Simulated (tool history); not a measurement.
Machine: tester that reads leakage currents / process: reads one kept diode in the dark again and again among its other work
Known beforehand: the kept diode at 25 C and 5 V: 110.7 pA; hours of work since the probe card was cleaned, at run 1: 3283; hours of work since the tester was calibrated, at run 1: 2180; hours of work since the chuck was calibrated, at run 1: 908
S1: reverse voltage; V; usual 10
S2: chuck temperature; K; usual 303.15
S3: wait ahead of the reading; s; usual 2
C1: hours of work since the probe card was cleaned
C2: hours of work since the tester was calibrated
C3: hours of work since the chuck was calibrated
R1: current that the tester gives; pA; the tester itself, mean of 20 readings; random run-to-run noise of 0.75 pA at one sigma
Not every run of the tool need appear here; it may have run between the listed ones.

run    hour    S1      S2    S3    C1    C2    C3       R1
  1       0    10  303.15     2  3283  2180   908   249.67
  2    53.6  10.3  303.15     2  3307  2205   932   253.27
  3   177.9  10.3  303.15     2  3363  2261   988   253.83
  4   269.7  10.3  303.15     2  3405  2302  1030   253.37
      281.7  -- probe card cleaned and baked
  5   336.9  10.3  303.15     2    25  2331  1059    254.5
  6   401.3  10.3  303.15     2    54  2360  1088   253.54
  7   483.6  10.3  303.15  5.89    91  2398  1125   254.21
  8     601    10  302.15     2   144  2451  1178   227.91
  9     724    10  302.15     2   200  2506  1234   226.98
 10   803.5    10  303.15     2   236  2542  1270   248.87
 11   867.3    10  297.15     2   265  2571  1299   142.66
 12   926.9    10  297.15     2   292  2598  1326   143.11
 13   985.5    10  297.15     2   318  2624  1352   143.28
 14    1042    10  303.15  3.77   344  2650  1378   250.08
 15  1145.1    10  303.15  3.77   390  2697  1424   248.97
     1189.7  -- chuck's temperature calibrated
 16  1234.8    10  303.15  3.77   430  2736    20   249.19
 17  1331.2    10  303.15     2   473  2780    64   250.11
 18  1425.8    10  323.15     2   516  2823   107  1383.18
 19  1490.6    10  323.15     2   545  2852   136  1382.68
 20  1565.2   2.2  299.15   1.5   579  2886   170    81.03
 21  1649.1    13  303.15  2.43   617  2923   208   285.29
 22  1745.6    10  293.15  1.36   661  2967   251     98.4
 23  1807.2    10  293.15  1.36   688  2995   279    97.75
 24    1890    10  303.15   0.4   726  3032   316   251.01
 25  1951.2   8.8  315.15  3.37   754  3060   344   674.27
 26  2070.1   3.6  325.15  0.67   807  3114   398   987.23
 27  2152.5    10  303.15  4.03   845  3151   435   249.27
 28  2220.5  10.9  303.15     2   875  3182   466   261.04
 29  2313.8  10.9  303.15     2   917  3224   508    261.2
 30  2429.9    10  293.15   6.5   970  3276   560     97.1
 31  2518.1   2.2  301.15   6.5  1010  3316   600    97.74
 32  2582.5   4.1  295.15  4.36  1039  3345   629     75.4
 33  2636.5   4.3  303.15  1.04  1063  3370   654   163.01
 34    2724    14  311.15  3.84  1103  3409   693   601.52
 35  2838.5   1.1  330.15  0.52  1155  3461   745   801.43
 36  2928.7   7.7  333.15     2  1195  3502   786  2662.59

What if the next run were any one of these 5? Each begins from the tool's condition after run 36:
  A  2989.7   10  303.15  1.09  1223  3529  813   ?
  B  2989.7  7.7  307.15     2  1223  3529  813   ?
  C  2989.7  8.3  310.15  0.37  1223  3529  813   ?
  D  2989.7  2.2  308.15     2  1223  3529  813   ?
  E  2989.7  1.1  317.15  3.05  1223  3529  813   ?

run      R1
  A  249.84
  B  313.85
  C  428.28
  D  182.23
  E  280.83
The same runs, with their run-to-run variation unchanged, on a tool lacking any hidden condition would have given:
run      R1
  A  249.93
  B  313.98
  C  428.47
  D  182.32
  E  280.97
